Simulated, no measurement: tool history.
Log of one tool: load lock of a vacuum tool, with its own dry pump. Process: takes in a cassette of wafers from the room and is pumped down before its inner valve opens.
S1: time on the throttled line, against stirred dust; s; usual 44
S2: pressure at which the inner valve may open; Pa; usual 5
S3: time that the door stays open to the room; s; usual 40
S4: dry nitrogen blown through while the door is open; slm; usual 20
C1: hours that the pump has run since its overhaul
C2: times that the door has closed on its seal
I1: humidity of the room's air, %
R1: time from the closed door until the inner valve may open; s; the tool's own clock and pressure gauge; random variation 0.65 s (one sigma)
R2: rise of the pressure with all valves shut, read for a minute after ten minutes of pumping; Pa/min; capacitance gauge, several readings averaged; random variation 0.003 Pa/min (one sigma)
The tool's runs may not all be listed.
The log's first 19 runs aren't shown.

run      day  S1  S2   S3  S4    C1     C2    I1    R1     R2
 20  144.088  44   5  133  27  4513  33742  42.7  96.2  0.038
 21  151.367  44   5   40  31  4687  34193  46.8  95.1  0.023
 22  158.833  44   7   40  20  4867  34655  44.1  92.9  0.022
 23  168.929  44   6   40  20  5109  35279  44.1  93.8  0.015
 24  178.779  25   6   40  23  5345  35889    46  79.9  0.022
 25  183.262  24   5   48   6  5453  36166  48.2    80  0.036
 26  193.575  86   9   48   6  5700  36805    40   125  0.035
 27  203.129  36   8   35  22  5930  37396  45.5  86.1  0.021
 28  209.304  36   8   61  22  6078  37778    44  85.7  0.019
 29  213.612  36   4  231  25  6181  38044  44.7  90.8  0.049
 30  222.742  76   4   40  21  6400  38609  46.7   122  0.019

Forecast each of these 4 alternatives for the next run:
  A  230.062  76   5  175  21  6576  39063  42.4   ?   ?
  B  230.062  44   9   40  20  6576  39063  44.3   ?   ?
  C  230.062  76   4   40  21  6576  39063  48.7   ?   ?
  D  230.062  76   4   40  33  6576  39063  42.3   ?   ?

run     R1     R2
  A  121.5  0.043
  B   91.7  0.018
  C  121.2  0.019
  D  121.8  0.016
Without the tool's hidden state the same runs would have given:
run     R1     R2
  A  121.4  0.042
  B   91.6  0.017
  C  121.2  0.018
  D  121.7  0.015

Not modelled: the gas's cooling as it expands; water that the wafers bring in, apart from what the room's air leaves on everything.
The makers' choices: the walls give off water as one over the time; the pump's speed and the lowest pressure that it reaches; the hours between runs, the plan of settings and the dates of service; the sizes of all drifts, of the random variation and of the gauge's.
